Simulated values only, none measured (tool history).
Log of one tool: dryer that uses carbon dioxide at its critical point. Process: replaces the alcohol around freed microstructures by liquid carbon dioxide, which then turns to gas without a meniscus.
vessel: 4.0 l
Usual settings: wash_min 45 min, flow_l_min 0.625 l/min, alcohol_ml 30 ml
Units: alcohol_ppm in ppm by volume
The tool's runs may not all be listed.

| run | hour | wash_min | flow_l_min | alcohol_ml | alcohol_ppm |
|---|---|---|---|---|---|
| 1 | 0.0 | 45 | 0.625 | 30 | 57 |
| 2 | 7.0 | 45 | 0.625 | 30 | 52 |
| 3 | 13.2 | 45 | 0.483 | 30 | 86 |
| 4 | 20.0 | 45 | 0.483 | 30 | 108 |
| 5 | 31.4 | 36 | 0.625 | 30 | 86 |
| 6 | 43.3 | 45 | 0.625 | 37 | 63 |
|  | 49.7 | inlet filter changed |
| 7 | 54.3 | 45 | 0.715 | 37 | 50 |
| 8 | 64.3 | 45 | 0.715 | 37 | 63 |
| 9 | 76.6 | 52 | 0.715 | 37 | 53 |
| 10 | 89.1 | 52 | 0.715 | 37 | 62 |
| 11 | 95.2 | 52 | 0.715 | 37 | 64 |
| 12 | 102.7 | 66 | 0.418 | 84 | 82 |
| 13 | 110.9 | 52 | 0.952 | 84 | 62 |
| 14 | 118.8 | 61 | 0.558 | 82 | 58 |
| 15 | 125.6 | 61 | 0.558 | 82 | 73 |
| 16 | 132.8 | 61 | 0.558 | 82 | 64 |
| 17 | 142.5 | 50 | 0.674 | 96 | 75 |
| 18 | 154.0 | 50 | 0.674 | 96 | 62 |
| 19 | 163.6 | 30 | 0.949 | 96 | 86 |

The next listed run, before its measurement:
| 20 | 169.1 | 30 | 0.949 | 96 | ? |

alcohol_ppm: 83 ppm by volume
Without the tool's hidden state the same run would have given alcohol_ppm 20 ppm by volume.
